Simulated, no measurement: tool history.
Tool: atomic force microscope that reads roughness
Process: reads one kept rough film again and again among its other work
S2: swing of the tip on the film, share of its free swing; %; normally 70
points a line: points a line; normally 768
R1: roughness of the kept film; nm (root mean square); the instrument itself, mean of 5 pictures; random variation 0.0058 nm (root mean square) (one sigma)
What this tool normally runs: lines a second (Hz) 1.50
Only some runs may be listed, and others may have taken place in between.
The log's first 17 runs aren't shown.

{"run": 18, "day": 18.379, "lines a second (Hz)": 1.5, "S2": 74, "points a line": 768, "R1": 0.994}
{"run": 19, "day": 19.392, "lines a second (Hz)": 2.31, "S2": 70, "points a line": 768, "R1": 0.967}
{"run": 20, "day": 20.075, "lines a second (Hz)": 1.5, "S2": 70, "points a line": 768, "R1": 1.008}
{"run": 21, "day": 20.704, "lines a second (Hz)": 1.5, "S2": 70, "points a line": 936, "R1": 0.992}
{"run": 22, "day": 21.946, "lines a second (Hz)": 1.31, "S2": 70, "points a line": 768, "R1": 0.987}
{"run": 23, "day": 22.688, "lines a second (Hz)": 1.31, "S2": 70, "points a line": 768, "R1": 0.987}
{"run": 24, "day": 23.7, "lines a second (Hz)": 1.31, "S2": 70, "points a line": 768, "R1": 0.96}
{"run": 25, "day": 24.758, "lines a second (Hz)": 1.5, "S2": 82, "points a line": 768, "R1": 0.905}
{"day": 25.85, "done": "new tip fitted"}
{"run": 26, "day": 25.929, "lines a second (Hz)": 1.5, "S2": 82, "points a line": 768, "R1": 1.013}
{"run": 27, "day": 26.567, "lines a second (Hz)": 1.5, "S2": 82, "points a line": 768, "R1": 1.002}
{"run": 28, "day": 27.429, "lines a second (Hz)": 1.5, "S2": 82, "points a line": 768, "R1": 0.984}
{"run": 29, "day": 28.754, "lines a second (Hz)": 1.5, "S2": 82, "points a line": 768, "R1": 0.986}
{"run": 30, "day": 29.642, "lines a second (Hz)": 2.71, "S2": 81, "points a line": 595, "R1": 0.909}
{"run": 31, "day": 30.629, "lines a second (Hz)": 2.14, "S2": 69, "points a line": 595, "R1": 0.987}
{"run": 32, "day": 32.088, "lines a second (Hz)": 3.27, "S2": 70, "points a line": 359, "R1": 0.918}
{"run": 33, "day": 33.538, "lines a second (Hz)": 1.46, "S2": 64, "points a line": 326, "R1": 0.983}
{"run": 34, "day": 34.417, "lines a second (Hz)": 1.49, "S2": 67, "points a line": 264, "R1": 0.948}
{"run": 35, "day": 35.542, "lines a second (Hz)": 1.49, "S2": 56, "points a line": 264, "R1": 0.951}
{"run": 36, "day": 36.796, "lines a second (Hz)": 1.49, "S2": 56, "points a line": 264, "R1": 0.959}

What does the tool deliver on the next run?
{"day": 37.988, "done": "new tip fitted"}
{"run": 37, "day": 38.242, "lines a second (Hz)": 2.57, "S2": 70, "points a line": 349, "R1": "?"}

Run 37 yielded R1 1.003 nm (root mean square).
With no hidden state in the tool, this same run would have given R1 1.004 nm (root mean square).

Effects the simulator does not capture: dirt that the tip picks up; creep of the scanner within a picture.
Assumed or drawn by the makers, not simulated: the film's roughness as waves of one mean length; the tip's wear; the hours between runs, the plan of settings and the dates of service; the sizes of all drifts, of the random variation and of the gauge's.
